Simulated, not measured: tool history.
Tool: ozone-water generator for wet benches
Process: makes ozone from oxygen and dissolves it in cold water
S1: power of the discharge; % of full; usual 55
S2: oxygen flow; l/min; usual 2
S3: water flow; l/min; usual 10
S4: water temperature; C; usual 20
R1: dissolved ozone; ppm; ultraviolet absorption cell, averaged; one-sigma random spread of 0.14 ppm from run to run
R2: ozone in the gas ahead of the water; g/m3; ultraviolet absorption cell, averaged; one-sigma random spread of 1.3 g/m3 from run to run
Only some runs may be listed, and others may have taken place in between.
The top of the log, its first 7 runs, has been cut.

Run 8, hour 164.3: usual settings but S4 26 C. Result: R1 15.2 ppm, R2 231 g/m3.
Run 9, hour 195.5: usual settings but S4 26 C. Result: R1 15.1 ppm, R2 230.4 g/m3.
Run 10, hour 225.2: usual settings but S4 26 C. Result: R1 15 ppm, R2 232.2 g/m3.
Run 11, hour 255.9: usual settings but S4 26 C. Result: R1 15 ppm, R2 231.3 g/m3.
Run 12, hour 291.8: usual settings but S4 26 C. Result: R1 15 ppm, R2 231 g/m3.
Run 13, hour 317: usual settings. Result: R1 15.9 ppm, R2 234.1 g/m3.
Run 14, hour 339.7: usual settings. Result: R1 16.2 ppm, R2 230.7 g/m3.
Run 15, hour 370.3: usual settings but S4 14 C. Result: R1 17.5 ppm, R2 230.7 g/m3.
Run 16, hour 402: usual settings but S4 14 C. Result: R1 17.8 ppm, R2 230.4 g/m3.
Run 17, hour 434: usual settings but S1 50 % of full, S2 1.85 l/min, S4 14 C. Result: R1 16.3 ppm, R2 228.2 g/m3.
Run 18, hour 468.9: usual settings but S1 49 % of full, S2 3.11 l/min, S3 8 l/min, S4 14 C. Result: R1 18.9 ppm, R2 163.6 g/m3.
Run 19, hour 492.5: usual settings but S1 59 % of full, S2 2.59 l/min, S3 11 l/min, S4 14 C. Result: R1 16.8 ppm, R2 205 g/m3.
Run 20, hour 507.7: usual settings but S1 41 % of full, S2 1.39 l/min. Result: R1 13.4 ppm, R2 242.8 g/m3.
Run 21, hour 534.2: usual settings but S1 80 % of full, S2 2.87 l/min, S4 16 C. Result: R1 21.2 ppm, R2 231.9 g/m3.
Run 22, hour 564.5: usual settings but S1 45 % of full, S2 2.03 l/min, S4 15 C. Result: R1 15 ppm, R2 201.5 g/m3.
Run 23, hour 585.8: usual settings but S3 13 l/min. Result: R1 12.7 ppm, R2 230.3 g/m3.
Run 24, hour 611.4: usual settings but S1 76 % of full, S3 7 l/min. Result: R1 26 ppm, R2 282.4 g/m3.
Run 25, hour 636.8: usual settings but S1 77 % of full, S3 15 l/min. Result: R1 13.8 ppm, R2 283.7 g/m3.
Run 26, hour 658: usual settings but S1 59 % of full, S2 1.38 l/min, S3 12 l/min, S4 16 C. Result: R1 14.5 ppm, R2 300.2 g/m3.
Run 27, hour 694.9: usual settings but S1 59 % of full, S2 2.2 l/min, S3 12 l/min, S4 16 C. Result: R1 15.2 ppm, R2 228.1 g/m3.
Run 28, hour 720.8: usual settings but S1 62 % of full, S2 1.45 l/min, S3 7 l/min, S4 24 C. Result: R1 21.9 ppm, R2 300.9 g/m3.
Run 29, hour 752.4: usual settings but S1 62 % of full, S2 1.45 l/min, S4 24 C. Result: R1 16.5 ppm, R2 300 g/m3.
Run 30, hour 771.5: usual settings but S1 62 % of full, S2 1.45 l/min, S4 24 C. Result: R1 16.4 ppm, R2 303.1 g/m3.
Run 31, hour 798.3: usual settings but S1 58 % of full, S2 2.41 l/min, S3 12 l/min, S4 12 C. Result: R1 15.7 ppm, R2 210.3 g/m3.
Run 32, hour 827: usual settings but S1 94 % of full, S2 2.25 l/min, S3 7 l/min, S4 16 C. Result: R1 31 ppm, R2 297.9 g/m3.

3 ways to go on from here, each from the tool as it stands after run 32. What would each give?
Run A, hour 857: usual settings but S1 61 % of full, S2 2.25 l/min, S3 7 l/min, S4 16 C. Result: R1 ?, R2 ?.
Run B, hour 857: usual settings but S1 89 % of full, S2 1.3 l/min, S3 7 l/min, S4 16 C. Result: R1 ?, R2 ?.
Run C, hour 857: usual settings but S1 94 % of full, S2 1.72 l/min, S3 7 l/min, S4 16 C. Result: R1 ?, R2 ?.

run    R1     R2
  A  23.3  226.3
  B  30.4  406.2
  C  31.3    349
Take away the tool's hidden state, keep each run's random variation, and the runs would have read:
run    R1     R2
  A  24.9  232.9
  B  32.6  421.2
  C  33.7  362.2

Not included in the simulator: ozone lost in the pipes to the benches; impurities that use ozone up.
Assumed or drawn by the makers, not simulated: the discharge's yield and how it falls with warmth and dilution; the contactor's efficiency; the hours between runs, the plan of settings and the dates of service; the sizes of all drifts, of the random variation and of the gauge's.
